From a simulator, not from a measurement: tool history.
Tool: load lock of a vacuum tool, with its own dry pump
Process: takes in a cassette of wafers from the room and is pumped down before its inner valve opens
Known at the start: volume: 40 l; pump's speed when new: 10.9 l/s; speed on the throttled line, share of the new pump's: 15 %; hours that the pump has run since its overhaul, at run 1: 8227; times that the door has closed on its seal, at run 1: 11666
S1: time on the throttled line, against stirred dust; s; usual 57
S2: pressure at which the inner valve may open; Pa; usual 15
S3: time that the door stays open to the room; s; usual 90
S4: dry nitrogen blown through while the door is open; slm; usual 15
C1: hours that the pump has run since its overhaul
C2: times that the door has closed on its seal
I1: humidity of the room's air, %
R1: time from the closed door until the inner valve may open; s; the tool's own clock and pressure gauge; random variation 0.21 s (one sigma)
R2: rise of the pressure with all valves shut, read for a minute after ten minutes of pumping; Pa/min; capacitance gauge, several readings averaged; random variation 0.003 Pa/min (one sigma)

run 1 hour=0.0 | S1=57 S2=15 S3=90 S4=15 | C1=8227 C2=11666 | I1=47.5 | R1=82.4 R2=0.049
run 2 hour=139.5 | S1=57 S2=15 S3=90 S4=15 | C1=8366 C2=11969 | I1=49.7 | R1=82.7 R2=0.058
run 3 hour=361.4 | S1=57 S2=15 S3=133 S4=15 | C1=8588 C2=12452 | I1=42.3 | R1=82.5 R2=0.056
run 4 hour=486.9 | S1=37 S2=15 S3=90 S4=15 | C1=8714 C2=12725 | I1=44.9 | R1=66.4 R2=0.050
run 5 hour=648.6 | S1=37 S2=15 S3=90 S4=15 | C1=8875 C2=13077 | I1=42.7 | R1=66.2 R2=0.057
run 6 hour=885.1 | S1=37 S2=15 S3=90 S4=15 | C1=9112 C2=13591 | I1=44.2 | R1=66.2 R2=0.052
run 7 hour=1008.8 | S1=37 S2=15 S3=90 S4=15 | C1=9235 C2=13860 | I1=44.1 | R1=66.2 R2=0.056
run 8 hour=1247.8 | S1=57 S2=11 S3=90 S4=15 | C1=9474 C2=14380 | I1=44.0 | R1=83.8 R2=0.052
run 9 hour=1398.0 | S1=41 S2=15 S3=28 S4=5 | C1=9625 C2=14707 | I1=43.2 | R1=69.9 R2=0.057
run 10 hour=1599.3 | S1=41 S2=15 S3=28 S4=5 | C1=9826 C2=15145 | I1=45.9 | R1=69.5 R2=0.066
run 11 hour=1810.6 | S1=39 S2=15 S3=233 S4=17 | C1=10037 C2=15605 | I1=44.7 | R1=68.4 R2=0.069

The next listed run, before its measurement:
run 12 hour=2054.6 | S1=61 S2=20 S3=154 S4=5 | C1=10281 C2=16135 | I1=45.8 | R1=? R2=?

R1: 85.1 s
R2: 0.090 Pa/min
Without the tool's hidden state the same run would have given R1 83.0 s, R2 0.065 Pa/min.
